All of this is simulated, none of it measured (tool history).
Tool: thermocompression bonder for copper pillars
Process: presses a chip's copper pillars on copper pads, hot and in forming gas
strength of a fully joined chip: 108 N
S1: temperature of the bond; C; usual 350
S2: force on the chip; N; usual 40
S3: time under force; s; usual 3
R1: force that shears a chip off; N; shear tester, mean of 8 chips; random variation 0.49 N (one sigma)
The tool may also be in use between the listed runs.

run 1 day=0.000 | S1=350 S2=40 S3=3 | R1=50.9
run 2 day=0.596 | S1=350 S2=40 S3=3 | R1=52.4
run 3 day=1.421 | S1=350 S2=40 S3=3 | R1=51.2
run 4 day=2.400 | S1=350 S2=40 S3=3 | R1=52.0
run 5 day=3.092 | S1=350 S2=40 S3=9 | R1=71.3
run 6 day=4.058 | S1=350 S2=40 S3=9 | R1=70.4
run 7 day=4.812 | S1=356 S2=49 S3=7 | R1=78.0
run 8 day=5.288 | S1=356 S2=49 S3=7 | R1=78.5
run 9 day=5.883 | S1=370 S2=44 S3=3 | R1=62.3
run 10 day=6.554 | S1=370 S2=44 S3=3 | R1=62.7
run 11 day=7.508 | S1=370 S2=44 S3=3 | R1=60.5

5 ways to go on from here, each from the tool as it stands after run 11. What would each give?
run A day=8.179 | S1=370 S2=34 S3=8 | R1=?
run B day=8.179 | S1=378 S2=48 S3=3 | R1=?
run C day=8.179 | S1=350 S2=26 S3=6 | R1=?
run D day=8.179 | S1=350 S2=45 S3=2 | R1=?
run E day=8.179 | S1=350 S2=46 S3=3 | R1=?

run=A R1=65.3
run=B R1=68.8
run=C R1=41.2
run=D R1=48.4
run=E R1=57.5
Without the tool's hidden state the same runs would have given:
run=A R1=70.5
run=B R1=74.3
run=C R1=44.1
run=D R1=52.0
run=E R1=61.9
